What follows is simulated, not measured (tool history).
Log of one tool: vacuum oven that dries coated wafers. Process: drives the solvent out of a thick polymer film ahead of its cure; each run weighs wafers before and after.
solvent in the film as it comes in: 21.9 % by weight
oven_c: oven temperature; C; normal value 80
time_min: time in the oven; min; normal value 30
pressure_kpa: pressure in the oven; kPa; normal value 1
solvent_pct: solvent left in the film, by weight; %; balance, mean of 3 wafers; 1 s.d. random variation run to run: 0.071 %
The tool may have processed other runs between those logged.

| run | day | oven_c | time_min | pressure_kpa | solvent_pct |
|---|---|---|---|---|---|
| 1 | 0 | 80 | 30 | 1 | 5.3 |
| 2 | 0.55 | 80 | 30 | 1 | 5.25 |
| 3 | 1.092 | 80 | 30 | 1 | 5.34 |
| 4 | 2.296 | 80 | 30 | 1 | 5.24 |
| 5 | 3.079 | 80 | 30 | 1 | 5.29 |
| 6 | 4.333 | 80 | 30 | 1 | 5.21 |
| 7 | 5.038 | 80 | 30 | 1 | 5.26 |
| 8 | 6.171 | 80 | 30 | 1 | 5.33 |
| 9 | 7.375 | 80 | 30 | 1 | 5.29 |
| 10 | 8.229 | 80 | 30 | 1 | 5.36 |
| 11 | 9.221 | 80 | 30 | 1 | 5.3 |
| 12 | 9.883 | 80 | 30 | 1 | 5.21 |
| 13 | 10.412 | 80 | 30 | 1 | 5.32 |
| 14 | 11.55 | 80 | 30 | 1 | 5.22 |
| 15 | 12.325 | 80 | 26 | 1 | 6.29 |
| 16 | 13.217 | 80 | 26 | 1 | 6.23 |
| 17 | 14.292 | 79 | 30 | 1 | 5.81 |
| 18 | 14.938 | 79 | 30 | 1 | 5.86 |
| 19 | 15.717 | 79 | 30 | 1 | 5.79 |
| 20 | 16.667 | 79 | 30 | 1 | 5.78 |
| 21 | 17.604 | 94 | 20 | 2.13 | 2.67 |
|  | 17.775 | oven's thermocouples calibrated |
| 22 | 18.442 | 94 | 30 | 2.13 | 1.24 |
| 23 | 19.388 | 85 | 18 | 0.84 | 6.53 |
| 24 | 20.592 | 77 | 20 | 1 | 9.19 |
| 25 | 21.408 | 76 | 21 | 1 | 9.56 |
| 26 | 22.138 | 82 | 21 | 1.13 | 6.84 |
| 27 | 22.7 | 82 | 21 | 1.13 | 7 |
|  | 22.846 | oven's thermocouples calibrated, once more |
| 28 | 23.792 | 90 | 35 | 1 | 1.12 |
| 29 | 24.412 | 83 | 45 | 0.69 | 1.76 |
| 30 | 25.562 | 73 | 32 | 1.95 | 7.62 |
| 31 | 26.488 | 73 | 43 | 1.17 | 5.71 |
| 32 | 27.117 | 84 | 49 | 1.61 | 1.45 |
| 33 | 27.65 | 80 | 54 | 0.91 | 1.88 |
| 34 | 28.667 | 80 | 54 | 0.91 | 1.88 |
| 35 | 29.75 | 81 | 54 | 0.91 | 1.57 |
| 36 | 30.771 | 88 | 46 | 0.98 | 0.7 |
| 37 | 31.854 | 80 | 46 | 3.5 | 3.15 |
| 38 | 32.908 | 80 | 46 | 3.5 | 3.08 |
| 39 | 33.479 | 80 | 46 | 3.5 | 3.06 |

Below, each run's measurement less what the same run would have read without the hidden state. Both values contain the same run-to-run variation, but the gauge's scatter may not be the same in both:
Hidden state present: true wafer temperature over the reading, C; true pressure over the reading, kPa; drift of the gauge itself on solvent_pct, %.
| run | solvent_pct |
|---|---|
| 1 | +0.24 |
| 2 | +0.25 |
| 3 | +0.26 |
| 4 | +0.26 |
| 5 | +0.26 |
| 6 | +0.26 |
| 7 | +0.27 |
| 8 | +0.28 |
| 9 | +0.28 |
| 10 | +0.28 |
| 11 | +0.28 |
| 12 | +0.28 |
| 13 | +0.29 |
| 14 | +0.29 |
| 15 | +0.3 |
| 16 | +0.31 |
| 17 | +0.31 |
| 18 | +0.32 |
| 19 | +0.31 |
| 20 | +0.32 |
| 21 | +0.22 |
| 22 | +0.18 |
| 23 | +0.43 |
| 24 | +0.43 |
| 25 | +0.45 |
| 26 | +0.46 |
| 27 | +0.46 |
| 28 | -0.07 |
| 29 | -0.09 |
| 30 | -0.17 |
| 31 | -0.17 |
| 32 | -0.07 |
| 33 | -0.08 |
| 34 | -0.08 |
| 35 | -0.07 |
| 36 | -0.03 |
| 37 | -0.1 |
| 38 | -0.09 |
| 39 | -0.1 |
